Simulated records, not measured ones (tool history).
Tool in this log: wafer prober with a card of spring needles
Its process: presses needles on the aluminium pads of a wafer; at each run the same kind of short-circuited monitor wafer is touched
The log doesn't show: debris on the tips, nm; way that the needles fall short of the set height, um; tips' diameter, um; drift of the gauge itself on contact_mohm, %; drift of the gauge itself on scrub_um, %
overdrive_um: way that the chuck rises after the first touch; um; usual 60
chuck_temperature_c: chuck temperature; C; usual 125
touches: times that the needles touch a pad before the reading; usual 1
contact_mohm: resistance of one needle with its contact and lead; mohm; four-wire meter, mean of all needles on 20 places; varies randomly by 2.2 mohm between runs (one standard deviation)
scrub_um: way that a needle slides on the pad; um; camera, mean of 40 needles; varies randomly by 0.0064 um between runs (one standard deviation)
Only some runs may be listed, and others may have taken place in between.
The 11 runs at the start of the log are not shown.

run     day  overdrive_um  chuck_temperature_c  touches  touches since the tips were cleaned  cleanings since the card got new needles  touches since the first contact's height was set  contact_mohm  scrub_um
      5.508  -- tips cleaned on abrasive film
 12   5.746            60                  125        1                                 3520                                        89                                             32193           291     9.105
      5.854  -- tips cleaned on abrasive film
      6.204  -- tips cleaned on abrasive film
 13   6.204            60                  125        1                                    0                                        91                                             38775           243     9.079
      6.554  -- tips cleaned on abrasive film
 14   6.738            51                  125        1                                 2710                                        92                                             46564           291     7.702
      6.912  -- tips cleaned on abrasive film
 15   7.092            51                  125        1                                 2656                                        93                                             51710           294     7.688
      7.262  -- tips cleaned on abrasive film
 16   7.442            51                  125        1                                 2586                                        94                                             56732           296     7.682
      7.646  -- tips cleaned on abrasive film
      8.008  -- tips cleaned on abrasive film
 17   8.133            72                  107        1                                 1863                                        96                                             66806           255    10.872
      8.354  -- tips cleaned on abrasive film
      8.692  -- tips cleaned on abrasive film
 18   8.721            79                   75        1                                  425                                        98                                             75299           232    11.916
      9.029  -- tips cleaned on abrasive film
      9.092  -- height of the first contact set anew
 19   9.254            79                   69        1                                 3074                                        99                                              2355           249    12.032
      9.388  -- tips cleaned on abrasive film
 20   9.704            41                   30        2                                 4696                                       100                                              8947           293     6.239
      9.762  -- tips cleaned on abrasive film
     10.108  -- tips cleaned on abrasive film
 21  10.346            59                  125        2                                 3468                                       102                                             18197           269     8.986
     10.471  -- tips cleaned on abrasive film
     10.846  -- tips cleaned on abrasive film
 22  10.979            60                   67        1                                 1995                                       104                                             27408           264     9.117
     11.183  -- tips cleaned on abrasive film
 23  11.317            60                   67        1                                 1910                                       105                                             32266           260     9.098
     11.562  -- tips cleaned on abrasive film
     11.925  -- tips cleaned on abrasive film
 24  11.933            76                   67        3                                  139                                       107                                             41241           226    11.521
     12.267  -- tips cleaned on abrasive film
 25  12.379            41                   67        3                                 1693                                       108                                             47732           260     6.173
     12.600  -- tips cleaned on abrasive film
     12.971  -- tips cleaned on abrasive film
 26  12.979            60                   29        3                                  121                                       110                                             56394           223     9.059
     13.317  -- tips cleaned on abrasive film
 27  13.471            47                   35        2                                 2273                                       111                                             63587           259     7.077
     13.700  -- tips cleaned on abrasive film
 28  14.025            60                  125        3                                 4758                                       112                                             71648           260     9.047
     14.067  -- tips cleaned on abrasive film
     14.429  -- tips cleaned on abrasive film
 29  14.525            46                   86        1                                 1376                                       114                                             78832           281     6.883
     14.654  -- height of the first contact set anew
     14.796  -- tips cleaned on abrasive film
     15.129  -- tips cleaned on abrasive film
 30  15.217            60                   31        1                                 1291                                       116                                              8178           246     9.121
     15.512  -- tips cleaned on abrasive film
 31  15.742            60                   31        1                                 3374                                       117                                             15804           269     9.122

Consider 3 possible next runs. They are alternatives, not a sequence: every one starts from the tool as it was left by run 31. What does each give?
     15.867  -- tips cleaned on abrasive film
  A  16.192            44                  106        2                                 4798                                       118                                             22368             ?         ?
     15.867  -- tips cleaned on abrasive film
  B  16.192            60                  125        2                                 4798                                       118                                             22368             ?         ?
     15.867  -- tips cleaned on abrasive film
  C  16.192            77                   27        2                                 4798                                       118                                             22368             ?         ?

run  contact_mohm  scrub_um
  A           301     6.674
  B           274     9.124
  C           236    11.697
Had the tool no hidden state, the same runs would have come out as:
run  contact_mohm  scrub_um
  A           243     6.708
  B           242     9.158
  C           212    11.731

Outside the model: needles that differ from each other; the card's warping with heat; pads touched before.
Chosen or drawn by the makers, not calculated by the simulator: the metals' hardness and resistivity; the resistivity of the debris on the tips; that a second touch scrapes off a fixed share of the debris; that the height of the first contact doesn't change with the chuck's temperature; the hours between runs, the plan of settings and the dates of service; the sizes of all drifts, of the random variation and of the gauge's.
